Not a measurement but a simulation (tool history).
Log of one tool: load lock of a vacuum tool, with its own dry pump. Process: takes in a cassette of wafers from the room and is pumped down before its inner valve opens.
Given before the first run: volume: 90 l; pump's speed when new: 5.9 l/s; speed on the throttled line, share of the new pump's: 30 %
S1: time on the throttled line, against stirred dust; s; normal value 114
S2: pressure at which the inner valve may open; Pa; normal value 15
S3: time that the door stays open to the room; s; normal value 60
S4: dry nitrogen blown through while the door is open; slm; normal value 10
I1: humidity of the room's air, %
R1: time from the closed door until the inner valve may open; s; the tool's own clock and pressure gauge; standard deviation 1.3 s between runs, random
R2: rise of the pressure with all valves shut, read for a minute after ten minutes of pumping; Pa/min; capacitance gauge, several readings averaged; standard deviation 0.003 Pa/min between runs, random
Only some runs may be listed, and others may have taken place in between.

Run 1, hour 0.0: usual settings; I1 46.1. Result: R1 215.8 s, R2 0.413 Pa/min.
Run 2, hour 494.3: usual settings but S4 31 slm; I1 48.6. Result: R1 217.0 s, R2 0.435 Pa/min.
Run 3, hour 930.5: usual settings; I1 46.1. Result: R1 219.0 s, R2 0.475 Pa/min.
Run 4, hour 1278.0: usual settings; I1 41.1. Result: R1 215.4 s, R2 0.490 Pa/min.
Run 5, hour 1792.7: usual settings; I1 44.0. Result: R1 218.7 s, R2 0.540 Pa/min.
Run 6, hour 2117.2: usual settings but S1 67 s; I1 42.3. Result: R1 185.9 s, R2 0.567 Pa/min.
At hour 2446.8: door's seal changed, seat wiped.
Run 7, hour 2473.4: usual settings but S1 67 s; I1 46.9. Result: R1 186.0 s, R2 0.023 Pa/min.
Run 8, hour 2797.5: usual settings but S1 67 s; I1 46.2. Result: R1 187.8 s, R2 0.029 Pa/min.
Run 9, hour 3202.1: usual settings but S1 67 s; I1 46.0. Result: R1 188.0 s, R2 0.038 Pa/min.
Run 10, hour 3435.0: usual settings but S1 67 s; I1 48.3. Result: R1 187.3 s, R2 0.050 Pa/min.
Run 11, hour 3885.5: usual settings but S1 67 s; I1 46.2. Result: R1 189.1 s, R2 0.051 Pa/min.
Run 12, hour 4268.0: usual settings but S1 85 s, S3 34 s; I1 45.5. Result: R1 198.7 s, R2 0.059 Pa/min.
Run 13, hour 4728.0: usual settings but S1 117 s, S2 11 Pa, S3 35 s; I1 43.8. Result: R1 229.3 s, R2 0.068 Pa/min.
Run 14, hour 5207.0: usual settings but S1 214 s, S2 22 Pa, S3 226 s, S4 5 slm; I1 44.8. Result: R1 282.6 s, R2 0.119 Pa/min.
Run 15, hour 5725.8: usual settings but S1 64 s, S2 13 Pa, S4 13 slm; I1 45.4. Result: R1 191.5 s, R2 0.103 Pa/min.
Run 16, hour 6107.4: usual settings but S1 182 s, S2 20 Pa, S3 26 s, S4 13 slm; I1 47.2. Result: R1 263.1 s, R2 0.117 Pa/min.
Run 17, hour 6520.7: usual settings but S1 134 s, S2 21 Pa, S3 37 s, S4 32 slm; I1 45.2. Result: R1 228.8 s, R2 0.124 Pa/min.
Run 18, hour 6837.5: usual settings but S1 134 s, S2 21 Pa, S3 37 s, S4 32 slm; I1 45.4. Result: R1 229.1 s, R2 0.129 Pa/min.
Run 19, hour 7105.2: usual settings but S1 91 s, S2 21 Pa, S3 211 s, S4 32 slm; I1 46.6. Result: R1 202.1 s, R2 0.150 Pa/min.

Consider 3 possible next runs. They are alternatives, not a sequence: every one starts from the tool as it was left by run 19. What does each give?
Run A, hour 7500.2: usual settings but S1 91 s, S2 21 Pa, S3 211 s, S4 12 slm; I1 48.4. Result: R1 ?, R2 ?.
Run B, hour 7500.2: usual settings but S1 63 s, S2 21 Pa, S3 211 s, S4 32 slm; I1 47.3. Result: R1 ?, R2 ?.
Run C, hour 7500.2: usual settings but S1 134 s, S2 14 Pa, S3 203 s; I1 44.1. Result: R1 ?, R2 ?.

run     R1     R2
  A  202.4  0.191
  B  185.5  0.172
  C  236.6  0.184
The same runs, with their run-to-run variation unchanged, on a tool lacking any hidden condition would have given:
run     R1     R2
  A  193.8  0.036
  B  176.1  0.016
  C  228.6  0.029

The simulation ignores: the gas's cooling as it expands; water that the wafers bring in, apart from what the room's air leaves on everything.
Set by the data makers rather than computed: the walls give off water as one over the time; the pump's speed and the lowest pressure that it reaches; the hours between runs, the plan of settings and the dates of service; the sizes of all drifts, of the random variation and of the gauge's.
